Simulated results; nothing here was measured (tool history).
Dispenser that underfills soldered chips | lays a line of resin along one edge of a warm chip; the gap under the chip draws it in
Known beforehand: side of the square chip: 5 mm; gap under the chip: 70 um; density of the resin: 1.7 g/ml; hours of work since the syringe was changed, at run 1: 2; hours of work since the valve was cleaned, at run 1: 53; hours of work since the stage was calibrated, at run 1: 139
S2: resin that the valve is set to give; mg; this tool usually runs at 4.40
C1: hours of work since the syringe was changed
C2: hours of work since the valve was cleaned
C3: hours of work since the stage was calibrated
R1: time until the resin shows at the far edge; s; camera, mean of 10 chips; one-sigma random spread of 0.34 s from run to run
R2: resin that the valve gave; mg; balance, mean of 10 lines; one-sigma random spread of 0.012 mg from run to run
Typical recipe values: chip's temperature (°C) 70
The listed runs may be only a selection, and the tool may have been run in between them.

run 1 hour=0.0 | chip's_temperature_(°C)=70 S2=4.40 | C1=2 C2=53 C3=139 | R1=17.3 R2=4.31
run 2 hour=5.6 | chip's_temperature_(°C)=70 S2=4.40 | C1=5 C2=56 C3=142 | R1=20.4 R2=4.30
run 3 hour=9.0 | chip's_temperature_(°C)=70 S2=3.97 | C1=7 C2=58 C3=144 | R1=23.4 R2=3.88
-- hour=10.6 new syringe of resin
run 4 hour=12.6 | chip's_temperature_(°C)=71 S2=4.40 | C1=1 C2=60 C3=146 | R1=16.2 R2=4.31
run 5 hour=17.8 | chip's_temperature_(°C)=71 S2=4.40 | C1=4 C2=63 C3=149 | R1=18.9 R2=4.31
run 6 hour=21.8 | chip's_temperature_(°C)=70 S2=4.40 | C1=7 C2=66 C3=152 | R1=21.5 R2=4.28
-- hour=24.1 new syringe of resin
run 7 hour=27.1 | chip's_temperature_(°C)=68 S2=4.40 | C1=2 C2=69 C3=155 | R1=19.0 R2=4.30
run 8 hour=33.6 | chip's_temperature_(°C)=68 S2=4.40 | C1=6 C2=73 C3=158 | R1=21.9 R2=4.29
-- hour=37.8 new syringe of resin
run 9 hour=38.4 | chip's_temperature_(°C)=68 S2=4.40 | C1=0 C2=75 C3=161 | R1=17.4 R2=4.27
run 10 hour=41.3 | chip's_temperature_(°C)=70 S2=4.40 | C1=2 C2=77 C3=163 | R1=17.1 R2=4.27
run 11 hour=47.7 | chip's_temperature_(°C)=70 S2=4.40 | C1=6 C2=81 C3=167 | R1=21.0 R2=4.27
-- hour=51.7 new syringe of resin
run 12 hour=52.2 | chip's_temperature_(°C)=70 S2=4.40 | C1=0 C2=83 C3=169 | R1=15.8 R2=4.29
run 13 hour=56.9 | chip's_temperature_(°C)=70 S2=4.40 | C1=3 C2=86 C3=172 | R1=17.9 R2=4.26
run 14 hour=60.3 | chip's_temperature_(°C)=70 S2=4.40 | C1=5 C2=88 C3=174 | R1=20.0 R2=4.27
run 15 hour=63.9 | chip's_temperature_(°C)=70 S2=4.40 | C1=7 C2=90 C3=176 | R1=22.3 R2=4.26
-- hour=65.1 new syringe of resin
run 16 hour=68.3 | chip's_temperature_(°C)=70 S2=5.12 | C1=2 C2=93 C3=179 | R1=16.7 R2=4.94
run 17 hour=72.9 | chip's_temperature_(°C)=70 S2=4.41 | C1=5 C2=96 C3=181 | R1=20.1 R2=4.26
-- hour=78.5 new syringe of resin
run 18 hour=78.8 | chip's_temperature_(°C)=62 S2=5.10 | C1=0 C2=99 C3=185 | R1=22.4 R2=4.94
run 19 hour=84.6 | chip's_temperature_(°C)=58 S2=5.36 | C1=4 C2=102 C3=188 | R1=31.8 R2=5.16
run 20 hour=89.4 | chip's_temperature_(°C)=58 S2=4.20 | C1=7 C2=105 C3=191 | R1=37.5 R2=4.06
-- hour=92.2 new syringe of resin
run 21 hour=96.6 | chip's_temperature_(°C)=58 S2=4.90 | C1=3 C2=109 C3=195 | R1=30.6 R2=4.75
run 22 hour=101.1 | chip's_temperature_(°C)=65 S2=5.26 | C1=5 C2=112 C3=198 | R1=25.0 R2=5.04
-- hour=105.8 new syringe of resin
run 23 hour=108.1 | chip's_temperature_(°C)=63 S2=3.93 | C1=1 C2=116 C3=202 | R1=23.9 R2=3.76
run 24 hour=113.4 | chip's_temperature_(°C)=63 S2=5.37 | C1=5 C2=119 C3=205 | R1=25.6 R2=5.16
run 25 hour=116.6 | chip's_temperature_(°C)=70 S2=5.44 | C1=6 C2=121 C3=207 | R1=20.8 R2=5.21
-- hour=119.7 new syringe of resin
run 26 hour=119.9 | chip's_temperature_(°C)=81 S2=5.68 | C1=0 C2=123 C3=209 | R1=9.7 R2=5.44
run 27 hour=125.3 | chip's_temperature_(°C)=81 S2=5.68 | C1=3 C2=126 C3=212 | R1=10.8 R2=5.44
run 28 hour=131.4 | chip's_temperature_(°C)=61 S2=4.58 | C1=7 C2=130 C3=216 | R1=32.5 R2=4.40
-- hour=133.3 new syringe of resin
run 29 hour=136.3 | chip's_temperature_(°C)=55 S2=4.55 | C1=2 C2=133 C3=219 | R1=33.5 R2=4.35
run 30 hour=141.6 | chip's_temperature_(°C)=78 S2=3.71 | C1=5 C2=136 C3=222 | R1=14.9 R2=3.55
-- hour=146.7 dispensing valve cleaned and set on the balance
run 31 hour=147.0 | chip's_temperature_(°C)=78 S2=3.71 | C1=8 C2=0 C3=224 | R1=16.6 R2=3.73
-- hour=148.1 new syringe of resin
run 32 hour=152.6 | chip's_temperature_(°C)=77 S2=4.16 | C1=3 C2=3 C3=228 | R1=13.5 R2=4.15
run 33 hour=157.7 | chip's_temperature_(°C)=65 S2=4.93 | C1=6 C2=6 C3=231 | R1=25.1 R2=4.92
-- hour=161.8 new syringe of resin
run 34 hour=163.3 | chip's_temperature_(°C)=73 S2=3.81 | C1=1 C2=10 C3=234 | R1=14.5 R2=3.80

Branching from run 34: 4 alternative next runs. What would each branch give?
run A hour=170.1 | chip's_temperature_(°C)=62 S2=4.61 | C1=5 C2=14 C3=238 | R1=? R2=?
run B hour=170.1 | chip's_temperature_(°C)=57 S2=5.59 | C1=5 C2=14 C3=238 | R1=? R2=?
run C hour=170.1 | chip's_temperature_(°C)=69 S2=5.65 | C1=5 C2=14 C3=238 | R1=? R2=?
run D hour=170.1 | chip's_temperature_(°C)=75 S2=4.79 | C1=5 C2=14 C3=238 | R1=? R2=?

run=A R1=28.3 R2=4.59
run=B R1=35.5 R2=5.57
run=C R1=20.8 R2=5.62
run=D R1=16.0 R2=4.75
Without the tool's unlogged condition, the same runs would have read:
run=A R1=24.4 R2=4.60
run=B R1=30.7 R2=5.59
run=C R1=17.9 R2=5.64
run=D R1=13.8 R2=4.77

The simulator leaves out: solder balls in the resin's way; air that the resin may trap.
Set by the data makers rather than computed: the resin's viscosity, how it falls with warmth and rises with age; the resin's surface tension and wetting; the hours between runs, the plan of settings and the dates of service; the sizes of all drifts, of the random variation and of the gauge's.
